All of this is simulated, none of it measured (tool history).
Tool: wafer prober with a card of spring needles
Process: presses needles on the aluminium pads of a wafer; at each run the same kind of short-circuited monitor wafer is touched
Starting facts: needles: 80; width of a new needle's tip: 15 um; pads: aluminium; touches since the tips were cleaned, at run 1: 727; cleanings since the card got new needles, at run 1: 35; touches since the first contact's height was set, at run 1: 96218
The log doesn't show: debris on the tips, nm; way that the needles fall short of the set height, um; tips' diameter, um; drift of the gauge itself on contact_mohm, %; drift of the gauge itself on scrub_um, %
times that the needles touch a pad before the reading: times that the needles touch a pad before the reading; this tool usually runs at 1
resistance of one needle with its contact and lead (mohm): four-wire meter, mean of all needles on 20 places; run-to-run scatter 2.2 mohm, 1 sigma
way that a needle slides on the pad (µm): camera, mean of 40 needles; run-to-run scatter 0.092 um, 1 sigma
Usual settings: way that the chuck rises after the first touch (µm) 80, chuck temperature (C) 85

run,hour,way that the chuck rises after the first touch (µm),chuck temperature (C),times that the needles touch a pad before the reading,touches since the tips were cleaned,cleanings since the card got new needles,touches since the first contact's height was set,resistance of one needle with its contact and lead (mohm),way that a needle slides on the pad (µm)
1,0.0,80,85,1,727,35,96218,262,17.73
# hour 9.3: tips cleaned on abrasive film
2,17.1,80,85,1,1546,36,99603,276,17.66
# hour 22.3: tips cleaned on abrasive film
3,32.0,84,85,1,1922,37,102549,278,18.50
# hour 35.4: tips cleaned on abrasive film
# hour 48.2: tips cleaned on abrasive film
4,49.3,80,93,1,220,39,105961,252,17.69
5,57.5,80,93,1,1843,39,107584,288,17.59
# hour 61.8: tips cleaned on abrasive film
6,69.8,80,93,1,1593,40,110020,280,17.58
# hour 75.4: tips cleaned on abrasive film
7,82.2,80,25,1,1346,41,112463,259,17.71
# hour 89.2: tips cleaned on abrasive film
8,91.9,80,25,1,552,42,114388,248,17.54
# hour 102.1: tips cleaned on abrasive film
9,105.7,80,28,1,721,43,117118,252,17.40
# hour 107.4: height of the first contact set anew
# hour 115.9: tips cleaned on abrasive film
10,117.9,80,28,1,407,44,2081,240,17.21
# hour 129.2: tips cleaned on abrasive film
11,133.3,94,28,1,833,45,5129,246,20.36
# hour 142.1: tips cleaned on abrasive film
12,150.8,83,85,1,1736,46,8590,282,17.74
# hour 155.2: tips cleaned on abrasive film
13,159.7,83,27,3,907,47,10343,235,17.87
# hour 168.1: tips cleaned on abrasive film
14,174.1,83,27,3,1185,48,13185,241,17.74
# hour 181.2: tips cleaned on abrasive film
15,183.5,83,27,3,450,49,15032,233,17.62

Consider 5 possible next runs. They are alternatives, not a sequence: every one starts from the tool as it was left by run 15. What does each give?
A,193.1,88,85,2,2374,49,16956,?,?
B,193.1,83,27,1,2374,49,16956,?,?
C,193.1,95,55,2,2374,49,16956,?,?
D,193.1,83,78,3,2374,49,16956,?,?
E,193.1,66,27,3,2374,49,16956,?,?

run,resistance of one needle with its contact and lead (mohm),way that a needle slides on the pad (µm)
A,268,18.99
B,284,17.71
C,257,20.45
D,260,17.62
E,265,13.84
Without the tool's hidden state the same runs would have given:
run,resistance of one needle with its contact and lead (mohm),way that a needle slides on the pad (µm)
A,239,20.43
B,227,19.14
C,231,21.88
D,239,19.05
E,231,15.28

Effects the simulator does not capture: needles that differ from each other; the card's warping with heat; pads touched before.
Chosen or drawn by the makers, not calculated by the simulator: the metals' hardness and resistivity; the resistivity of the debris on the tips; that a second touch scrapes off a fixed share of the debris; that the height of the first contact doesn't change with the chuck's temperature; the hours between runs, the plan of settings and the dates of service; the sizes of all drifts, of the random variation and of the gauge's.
